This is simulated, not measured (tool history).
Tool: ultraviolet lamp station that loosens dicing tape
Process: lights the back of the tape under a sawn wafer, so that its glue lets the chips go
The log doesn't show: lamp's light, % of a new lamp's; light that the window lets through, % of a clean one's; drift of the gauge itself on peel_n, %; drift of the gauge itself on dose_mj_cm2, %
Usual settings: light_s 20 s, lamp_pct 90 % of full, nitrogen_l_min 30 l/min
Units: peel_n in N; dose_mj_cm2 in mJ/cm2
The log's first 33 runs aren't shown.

run	hour	light_s	lamp_pct	nitrogen_l_min	hours of work of the lamp	hours of work since the window was cleaned	peel_n	dose_mj_cm2
34	2222.7	19	75	30	687	103	0.423	297
35	2308.4	34	96	32	733	149	0.203	649
36	2398.6	35	65	26	782	197	0.269	428
37	2457.5	35	93	9	813	229	0.255	596
38	2539.9	35	93	9	857	273	0.277	567
# hour 2551.7: window cleaned of glue's vapour
39	2607.6	35	93	9	894	30	0.243	644
40	2661	35	93	9	922	59	0.244	628
41	2721	11	75	11	954	91	1.391	151
42	2801.1	28	75	11	997	134	0.439	377

3 ways to go on from here, each from the tool as it stands after run 42. What would each give?
A	2888.9	28	75	11	1045	181	?	?
B	2888.9	25	80	30	1045	181	?	?
C	2888.9	20	90	20	1045	181	?	?

run	peel_n	dose_mj_cm2
A	0.47	356
B	0.351	335
C	0.472	305
Without the tool's hidden state the same runs would have given:
run	peel_n	dose_mj_cm2
A	0.245	601
B	0.219	564
C	0.244	513
